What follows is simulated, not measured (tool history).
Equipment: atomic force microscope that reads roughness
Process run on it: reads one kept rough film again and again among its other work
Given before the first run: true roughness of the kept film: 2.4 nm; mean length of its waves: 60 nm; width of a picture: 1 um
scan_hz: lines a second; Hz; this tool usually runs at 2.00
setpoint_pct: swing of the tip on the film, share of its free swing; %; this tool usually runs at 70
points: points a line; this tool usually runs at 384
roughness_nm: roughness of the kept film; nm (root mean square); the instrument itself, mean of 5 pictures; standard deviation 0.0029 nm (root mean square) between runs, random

run	hour	scan_hz	setpoint_pct	points	roughness_nm
1	0.0	2.00	70	384	2.090
2	7.9	2.00	70	713	2.092
3	17.1	0.71	70	713	2.261
4	25.6	2.00	70	384	2.086
5	31.7	3.91	70	384	1.875
6	39.8	3.91	70	384	1.868
7	45.7	0.50	70	384	2.289
8	50.8	0.50	70	384	2.282
9	58.3	2.00	70	384	2.076
10	65.2	2.00	70	384	2.082
11	72.2	2.00	70	384	2.072
12	78.6	2.00	70	384	2.077
13	88.0	3.67	70	384	1.886
14	93.7	1.50	70	384	2.138
15	103.9	1.50	70	384	2.130
16	115.0	2.00	70	347	2.062
17	122.4	2.00	70	347	2.069
18	129.6	2.00	70	347	2.063
19	135.0	2.00	64	384	2.139
20	143.1	2.00	57	384	2.204
# hour 153.2: new tip fitted
21	153.2	2.00	57	384	2.246
22	161.4	2.00	57	384	2.242
23	172.0	2.00	57	384	2.241
24	177.1	2.00	64	402	2.165
25	186.3	1.39	85	764	1.972
26	197.1	2.30	88	1015	1.717
27	208.3	2.00	69	744	2.103
28	215.3	2.00	69	744	2.099
29	222.9	2.00	69	744	2.098
30	228.6	1.18	78	858	2.106
31	235.9	2.71	70	384	1.993
32	248.0	2.71	70	384	1.990
33	254.9	2.71	70	384	1.987
34	260.6	2.71	70	384	1.993
35	270.2	1.25	70	392	2.164
36	276.6	1.84	84	318	1.863
37	288.4	2.90	66	318	2.025
38	300.4	2.90	66	318	2.024
# hour 306.6: new tip fitted
39	310.6	2.90	66	318	2.060
40	320.3	2.56	76	293	1.918
41	325.9	2.00	64	450	2.176
42	334.5	2.00	64	450	2.174
43	341.9	1.08	70	384	2.206
44	353.0	2.00	68	911	2.127
45	361.9	3.62	70	425	1.906
46	368.2	3.62	70	425	1.903

Measured less the same run without the tool's hidden state. The same run-to-run variation is in both; the gauge's scatter may not be:
What the log doesn't record here: radius of the tip, nm; height scale over the true one, %; drift of the gauge itself on roughness_nm, %.
run	roughness_nm
1	+0.005
2	+0.004
3	+0.002
4	+0.001
5	-0.001
6	-0.003
7	-0.005
8	-0.006
9	-0.007
10	-0.009
11	-0.011
12	-0.012
13	-0.013
14	-0.016
15	-0.018
16	-0.021
17	-0.022
18	-0.023
19	-0.025
20	-0.028
21	+0.011
22	+0.009
23	+0.006
24	+0.005
25	+0.003
26	+0.001
27	-0.002
28	-0.004
29	-0.005
30	-0.006
31	-0.007
32	-0.011
33	-0.012
34	-0.013
35	-0.016
36	-0.015
37	-0.020
38	-0.022
39	+0.013
40	+0.010
41	+0.010
42	+0.008
43	+0.007
44	+0.005
45	+0.002
46	+0.000
